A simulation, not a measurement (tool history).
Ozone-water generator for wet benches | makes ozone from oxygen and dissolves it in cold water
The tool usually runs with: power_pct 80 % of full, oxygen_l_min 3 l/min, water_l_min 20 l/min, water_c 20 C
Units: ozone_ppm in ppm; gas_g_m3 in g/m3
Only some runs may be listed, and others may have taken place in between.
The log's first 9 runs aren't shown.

run   hour  power_pct  oxygen_l_min  water_l_min  water_c  ozone_ppm  gas_g_m3
 10  291.3         80             3           20       14       25.7     293.2
 11  315.4         80             3           20       14       25.5     293.5
 12  338.4         80             3           20       20       23.8     292.3
 13  373.4         80             3           20       20         24     294.5
 14  412.7         80             3           20       20       23.8       294
 15  453.8         80             3           20       20       23.8     293.9
 16  489.2         80             3           20       20       23.8     291.3
 17  522.5         80          3.16           20       25       22.9     287.3
 18  552.4         77           3.2           20       20       23.5     277.9

Forecast run 19:
 19  570.4         80             3           30       26          ?         ?

Run 19 yielded ozone_ppm 15.4 ppm, gas_g_m3 293.3 g/m3.
Were there no unlogged condition in the tool, this run, its random variation unchanged, would have produced ozone_ppm 16.8 ppm, gas_g_m3 299.6 g/m3.
